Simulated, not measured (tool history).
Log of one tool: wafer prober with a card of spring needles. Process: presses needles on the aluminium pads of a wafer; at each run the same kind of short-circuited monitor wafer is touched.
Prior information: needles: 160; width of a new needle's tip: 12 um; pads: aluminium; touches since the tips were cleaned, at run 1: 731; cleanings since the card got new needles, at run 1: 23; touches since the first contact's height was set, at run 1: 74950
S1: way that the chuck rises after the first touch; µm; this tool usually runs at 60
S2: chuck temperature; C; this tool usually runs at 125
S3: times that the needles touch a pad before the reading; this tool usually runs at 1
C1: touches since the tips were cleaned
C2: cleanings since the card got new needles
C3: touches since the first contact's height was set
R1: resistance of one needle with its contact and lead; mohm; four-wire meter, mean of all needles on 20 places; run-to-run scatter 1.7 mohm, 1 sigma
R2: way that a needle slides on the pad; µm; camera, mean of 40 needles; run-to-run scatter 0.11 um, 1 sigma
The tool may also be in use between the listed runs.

run   hour  S1   S2  S3    C1  C2      C3   R1     R2
  1    0.0  60  125   1   731  23   74950  204  11.10
       6.5  -- tips cleaned on abrasive film
  2   11.0  60  125   1  1685  24   79024  315  11.18
      14.9  -- tips cleaned on abrasive film
  3   20.7  60  125   1  2146  25   82604  245  11.12
      23.0  -- tips cleaned on abrasive film
  4   27.5  60  125   1  1670  26   85107  233  11.39
      31.3  -- tips cleaned on abrasive film
  5   34.7  60  125   1  1291  27   87786  223  11.08
      39.7  -- tips cleaned on abrasive film
  6   40.5  60  116   1   275  28   89897  195  11.03
      48.2  -- tips cleaned on abrasive film
  7   49.5  60  125   1   490  29   93229  192  11.28
  8   54.5  60  125   1  2358  29   95097  246  11.25
      56.4  -- tips cleaned on abrasive film
      64.4  -- tips cleaned on abrasive film
  9   64.7  60  125   1   127  31   98845  183  11.29
      67.6  -- tips cleaned on abrasive film, once more
 10   74.2  60  125   1  2443  32  102349  253  11.02
      75.7  -- tips cleaned on abrasive film
 11   80.9  60  125   1  1960  33  104844  241  11.20
      83.6  -- tips cleaned on abrasive film
 12   88.6  60  125   1  1860  34  107653  240  11.18
      91.9  -- tips cleaned on abrasive film
 13   96.8  60  125   1  1814  35  110691  239  11.30
     100.3  -- tips cleaned on abrasive film
 14  102.8  50  125   1   916  36  112887  234   9.09
     108.3  -- tips cleaned on abrasive film
 15  112.0  50  125   1  1408  37  116315  249   9.23
     116.5  -- tips cleaned on abrasive film
 16  117.6  60   31   1   404  38  118374  191  11.13
     125.1  -- tips cleaned on abrasive film
 17  126.2  65   31   1   400  39  121524  181  12.07
     133.6  -- tips cleaned on abrasive film
 18  133.6  53  105   2     1  40  124262  181   9.65
     142.0  -- tips cleaned on abrasive film
 19  142.0  53  105   2     0  41  127382  179   9.77
     150.4  -- tips cleaned on abrasive film
 20  151.3  53  105   2   339  42  130800  189   9.77
 21  156.6  53  105   2  2355  42  132816  235   9.68
     158.5  -- tips cleaned on abrasive film
 22  161.8  60   73   1  1243  43  134720  215  11.02
     166.6  -- tips cleaned on abrasive film
 23  170.8  60   73   1  1557  44  138032  227  11.15
     174.5  -- tips cleaned on abrasive film
 24  181.8  60   73   1  2758  45  142122  265  11.09
     182.8  -- tips cleaned on abrasive film
 25  189.6  60  125   1  2565  46  144996  260  11.09
     190.8  -- tips cleaned on abrasive film
     199.2  -- tips cleaned on abrasive film
 26  200.2  60  125   1   375  48  148885  196  11.18
     207.2  -- tips cleaned on abrasive film
 27  208.2  51   31   2   353  49  151813  178   9.27
 28  214.0  51   31   2  2522  49  153982  231   9.10
     215.7  -- tips cleaned on abrasive film
 29  219.8  51   54   1  1562  50  156149  259   9.46
     224.1  -- tips cleaned on abrasive film
 30  229.2  54  125   1  1926  51  159622  262   9.97
     231.9  -- tips cleaned on abrasive film
 31  235.9  54   49   1  1495  52  162072  237   9.96
     240.3  -- tips cleaned on abrasive film
 32  245.5  60  125   1  1925  53  165613  251  11.06

Branching from run 32: 5 alternative next runs. What would each branch give?
     248.4  -- tips cleaned on abrasive film
  A  252.5  70   71   2  1544  54  168209   ?   ?
     248.4  -- tips cleaned on abrasive film
  B  252.5  54   39   2  1544  54  168209   ?   ?
     248.4  -- tips cleaned on abrasive film
  C  252.5  60   31   1  1544  54  168209   ?   ?
     248.4  -- tips cleaned on abrasive film
  D  252.5  45  125   1  1544  54  168209   ?   ?
     248.4  -- tips cleaned on abrasive film
  E  252.5  74  125   1  1544  54  168209   ?   ?

run   R1     R2
  A  196  12.74
  B  208   9.93
  C  225  10.97
  D  283   7.88
  E  218  13.68
Take away the tool's hidden state, keep each run's random variation, and the runs would have read:
run   R1     R2
  A  164  13.26
  B  158  10.45
  C  155  11.49
  D  179   8.39
  E  174  14.20
